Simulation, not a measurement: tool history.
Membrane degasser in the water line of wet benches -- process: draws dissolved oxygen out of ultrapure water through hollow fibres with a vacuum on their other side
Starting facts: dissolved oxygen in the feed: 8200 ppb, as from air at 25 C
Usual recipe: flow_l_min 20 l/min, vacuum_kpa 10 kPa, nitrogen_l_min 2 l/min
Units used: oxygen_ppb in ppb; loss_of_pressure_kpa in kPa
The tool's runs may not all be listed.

run	hour	flow_l_min	vacuum_kpa	nitrogen_l_min	oxygen_ppb	loss_of_pressure_kpa
1	0	20	10	2	461.8	46.1
2	69.3	20	10	2	452.8	46.15
3	164.8	20	10	2	457.1	46
4	268.7	17	10	2	319.5	39.1
5	314.9	17	10	2	320.4	39.17
6	411.3	17	10	2	323.1	39.34
7	482.7	17	10	2	318.9	39.18
8	555.9	17	10	2	325	39.72
9	629	17	10	2	320.8	39.42
10	724.4	20	10	3.05	397.6	46.22
11	792	20	10	3.05	418.7	46.53
12	856.3	20	10	2	467	46.19
13	944.2	20	10	0.83	636.1	46.05
14	1047.3	20	10	0.92	614.8	46.56
15	1115.3	20	10	2	461	46.54
# hour 1125.1: vacuum gauge calibrated
16	1206.5	20	10	2	453.3	45.83
# hour 1308.5: vacuum gauge calibrated, once more
17	1313	21	20.2	1.35	890.6	48.89
18	1376.9	16	8.7	1.06	339.7	37.08
19	1455.1	14	8.7	2	194.1	32.59
20	1528.8	14	8.7	2	190.9	32.17
21	1615.7	28	8.5	2	812.6	65.03
22	1700.2	28	8.5	2	812.5	65.12
23	1766.5	20	6	1.11	402.9	46.42
24	1832.7	21	24.2	2	797.5	48.7
25	1937.4	13	15.3	4.76	158	30.24
26	2034.1	19	10	2	411.6	44.14
27	2102.1	19	10	2	415.5	44.21
28	2161.1	20	7.4	1.22	457.4	46.75
29	2217.9	26	7.6	1.22	767.1	60.56
30	2286.1	26	7.6	1.22	775	60.53
31	2331.8	26	7.6	1.22	759.4	61.03
32	2422.6	13	10	0.93	293.2	30.18

Results per run with the tool's hidden condition removed, run-to-run variation unchanged:
Hidden state at play: membrane still open, %; true pressure behind the membrane over the reading, kPa; air that leaks in behind the membrane, l/min; drift of the gauge itself on oxygen_ppb, %; drift of the gauge itself on loss_of_pressure_kpa, %.
run	oxygen_ppb	loss_of_pressure_kpa
1	449.9	45.74
2	440.9	45.78
3	444.6	45.62
4	309.6	38.76
5	310.3	38.82
6	312.6	38.98
7	308.3	38.8
8	314	39.33
9	309.7	39.03
10	384.5	45.74
11	404.5	46.04
12	451.1	45.69
13	615.4	45.53
14	594.1	46.03
15	444.3	46
16	435.2	45.28
17	876.9	48.29
18	331.8	36.61
19	188	32.17
20	184.7	31.75
21	790.6	64.15
22	790	64.22
23	389.2	45.77
24	781.1	48
25	152	29.8
26	397.3	43.47
27	400.8	43.53
28	441.2	46.03
29	742.8	59.61
30	750	59.57
31	734.6	60.05
32	285.1	29.68

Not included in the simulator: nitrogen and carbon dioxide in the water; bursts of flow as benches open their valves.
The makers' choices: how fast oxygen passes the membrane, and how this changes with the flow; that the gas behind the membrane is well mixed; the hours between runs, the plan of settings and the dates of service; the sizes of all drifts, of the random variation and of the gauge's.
